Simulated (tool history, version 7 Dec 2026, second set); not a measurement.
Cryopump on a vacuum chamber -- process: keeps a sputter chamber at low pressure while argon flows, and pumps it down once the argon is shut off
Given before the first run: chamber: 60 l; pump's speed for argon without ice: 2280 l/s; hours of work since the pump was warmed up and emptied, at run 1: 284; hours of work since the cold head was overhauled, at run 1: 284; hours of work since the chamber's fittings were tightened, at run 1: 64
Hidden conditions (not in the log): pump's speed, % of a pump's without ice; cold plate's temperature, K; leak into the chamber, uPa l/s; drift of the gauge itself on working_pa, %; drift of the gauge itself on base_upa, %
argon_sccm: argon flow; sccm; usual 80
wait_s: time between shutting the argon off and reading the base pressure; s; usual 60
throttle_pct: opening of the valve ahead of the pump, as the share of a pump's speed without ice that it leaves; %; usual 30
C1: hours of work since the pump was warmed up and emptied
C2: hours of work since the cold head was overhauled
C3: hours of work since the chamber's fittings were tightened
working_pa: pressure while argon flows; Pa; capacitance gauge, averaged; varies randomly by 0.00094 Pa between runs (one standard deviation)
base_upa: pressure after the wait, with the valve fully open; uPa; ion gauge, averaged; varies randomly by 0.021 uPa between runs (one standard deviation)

{"run": 1, "hour": 0.0, "argon_sccm": 80, "wait_s": 60, "throttle_pct": 30, "C1": 284, "C2": 284, "C3": 64, "working_pa": 0.2088, "base_upa": 0.52}
{"run": 2, "hour": 60.5, "argon_sccm": 80, "wait_s": 60, "throttle_pct": 30, "C1": 335, "C2": 335, "C3": 115, "working_pa": 0.2123, "base_upa": 0.62}
{"run": 3, "hour": 93.9, "argon_sccm": 80, "wait_s": 60, "throttle_pct": 30, "C1": 363, "C2": 363, "C3": 143, "working_pa": 0.2154, "base_upa": 0.68}
{"run": 4, "hour": 132.0, "argon_sccm": 80, "wait_s": 60, "throttle_pct": 30, "C1": 395, "C2": 395, "C3": 175, "working_pa": 0.2174, "base_upa": 0.73}
{"run": 5, "hour": 185.2, "argon_sccm": 80, "wait_s": 60, "throttle_pct": 30, "C1": 439, "C2": 439, "C3": 219, "working_pa": 0.2208, "base_upa": 0.84}
{"hour": 205.4, "done": "pump warmed up, emptied and cooled again"}
{"run": 6, "hour": 216.4, "argon_sccm": 80, "wait_s": 60, "throttle_pct": 25, "C1": 9, "C2": 461, "C3": 241, "working_pa": 0.2371, "base_upa": 0.73}
{"run": 7, "hour": 275.4, "argon_sccm": 80, "wait_s": 60, "throttle_pct": 25, "C1": 59, "C2": 511, "C3": 291, "working_pa": 0.2392, "base_upa": 0.8}
{"run": 8, "hour": 326.7, "argon_sccm": 34, "wait_s": 60, "throttle_pct": 25, "C1": 102, "C2": 554, "C3": 334, "working_pa": 0.1021, "base_upa": 0.87}
{"run": 9, "hour": 357.1, "argon_sccm": 34, "wait_s": 60, "throttle_pct": 25, "C1": 127, "C2": 579, "C3": 359, "working_pa": 0.1035, "base_upa": 0.92}
{"run": 10, "hour": 386.6, "argon_sccm": 34, "wait_s": 60, "throttle_pct": 16, "C1": 152, "C2": 604, "C3": 384, "working_pa": 0.1587, "base_upa": 0.97}
{"run": 11, "hour": 418.8, "argon_sccm": 34, "wait_s": 60, "throttle_pct": 16, "C1": 179, "C2": 631, "C3": 411, "working_pa": 0.1618, "base_upa": 1.05}
{"run": 12, "hour": 474.0, "argon_sccm": 80, "wait_s": 60, "throttle_pct": 16, "C1": 225, "C2": 677, "C3": 457, "working_pa": 0.3836, "base_upa": 1.15}
{"run": 13, "hour": 500.9, "argon_sccm": 80, "wait_s": 102, "throttle_pct": 16, "C1": 248, "C2": 700, "C3": 480, "working_pa": 0.3816, "base_upa": 1.06}
{"run": 14, "hour": 529.2, "argon_sccm": 80, "wait_s": 85, "throttle_pct": 30, "C1": 272, "C2": 724, "C3": 503, "working_pa": 0.2118, "base_upa": 1.15}
{"run": 15, "hour": 585.4, "argon_sccm": 36, "wait_s": 60, "throttle_pct": 30, "C1": 319, "C2": 771, "C3": 551, "working_pa": 0.096, "base_upa": 1.35}
{"run": 16, "hour": 621.5, "argon_sccm": 80, "wait_s": 52, "throttle_pct": 53, "C1": 349, "C2": 801, "C3": 581, "working_pa": 0.1297, "base_upa": 1.47}
{"run": 17, "hour": 651.7, "argon_sccm": 72, "wait_s": 36, "throttle_pct": 32, "C1": 374, "C2": 826, "C3": 606, "working_pa": 0.1853, "base_upa": 1.74}
{"run": 18, "hour": 712.3, "argon_sccm": 80, "wait_s": 42, "throttle_pct": 30, "C1": 425, "C2": 877, "C3": 657, "working_pa": 0.2212, "base_upa": 1.73}
{"hour": 749.5, "done": "pump warmed up, emptied and cooled again"}
{"run": 19, "hour": 771.3, "argon_sccm": 35, "wait_s": 166, "throttle_pct": 19, "C1": 18, "C2": 922, "C3": 702, "working_pa": 0.1373, "base_upa": 1.2}
{"run": 20, "hour": 806.0, "argon_sccm": 74, "wait_s": 60, "throttle_pct": 36, "C1": 47, "C2": 952, "C3": 731, "working_pa": 0.1537, "base_upa": 1.39}
{"run": 21, "hour": 854.8, "argon_sccm": 80, "wait_s": 21, "throttle_pct": 21, "C1": 88, "C2": 993, "C3": 772, "working_pa": 0.2848, "base_upa": 2.01}
{"run": 22, "hour": 899.8, "argon_sccm": 71, "wait_s": 125, "throttle_pct": 17, "C1": 126, "C2": 1030, "C3": 810, "working_pa": 0.3143, "base_upa": 1.49}
{"run": 23, "hour": 945.8, "argon_sccm": 80, "wait_s": 141, "throttle_pct": 30, "C1": 165, "C2": 1069, "C3": 849, "working_pa": 0.2054, "base_upa": 1.48}
{"run": 24, "hour": 1006.3, "argon_sccm": 80, "wait_s": 141, "throttle_pct": 30, "C1": 215, "C2": 1120, "C3": 900, "working_pa": 0.208, "base_upa": 1.65}
{"run": 25, "hour": 1048.1, "argon_sccm": 80, "wait_s": 141, "throttle_pct": 30, "C1": 250, "C2": 1155, "C3": 935, "working_pa": 0.2109, "base_upa": 1.78}
{"run": 26, "hour": 1093.7, "argon_sccm": 80, "wait_s": 21, "throttle_pct": 30, "C1": 289, "C2": 1193, "C3": 973, "working_pa": 0.2101, "base_upa": 2.55}
{"run": 27, "hour": 1144.2, "argon_sccm": 80, "wait_s": 60, "throttle_pct": 20, "C1": 331, "C2": 1235, "C3": 1015, "working_pa": 0.3125, "base_upa": 2.17}
{"run": 28, "hour": 1187.5, "argon_sccm": 104, "wait_s": 60, "throttle_pct": 30, "C1": 367, "C2": 1272, "C3": 1051, "working_pa": 0.2825, "base_upa": 2.33}
{"run": 29, "hour": 1214.8, "argon_sccm": 65, "wait_s": 60, "throttle_pct": 30, "C1": 390, "C2": 1295, "C3": 1074, "working_pa": 0.1778, "base_upa": 2.34}
{"run": 30, "hour": 1264.3, "argon_sccm": 65, "wait_s": 60, "throttle_pct": 30, "C1": 432, "C2": 1336, "C3": 1116, "working_pa": 0.1807, "base_upa": 2.47}

Each row is a separate what-if for the run after 30, all from the same tool condition, not one after another. Results?
{"hour": 1291.0, "done": "pump warmed up, emptied and cooled again"}
{"run": "A", "hour": 1314.1, "argon_sccm": 127, "wait_s": 199, "throttle_pct": 51, "C1": 19, "C2": 1374, "C3": 1154, "working_pa": "?", "base_upa": "?"}
{"hour": 1291.0, "done": "pump warmed up, emptied and cooled again"}
{"run": "B", "hour": 1314.1, "argon_sccm": 65, "wait_s": 60, "throttle_pct": 23, "C1": 19, "C2": 1374, "C3": 1154, "working_pa": "?", "base_upa": "?"}
{"hour": 1291.0, "done": "pump warmed up, emptied and cooled again"}
{"run": "C", "hour": 1314.1, "argon_sccm": 102, "wait_s": 60, "throttle_pct": 30, "C1": 19, "C2": 1374, "C3": 1154, "working_pa": "?", "base_upa": "?"}

run=A working_pa=0.1881 base_upa=1.67
run=B working_pa=0.2104 base_upa=1.94
run=C working_pa=0.2523 base_upa=1.97
With no hidden state in the tool, these same runs would have given:
run=A working_pa=0.1857 base_upa=0.19
run=B working_pa=0.2091 base_upa=0.42
run=C working_pa=0.2504 base_upa=0.43

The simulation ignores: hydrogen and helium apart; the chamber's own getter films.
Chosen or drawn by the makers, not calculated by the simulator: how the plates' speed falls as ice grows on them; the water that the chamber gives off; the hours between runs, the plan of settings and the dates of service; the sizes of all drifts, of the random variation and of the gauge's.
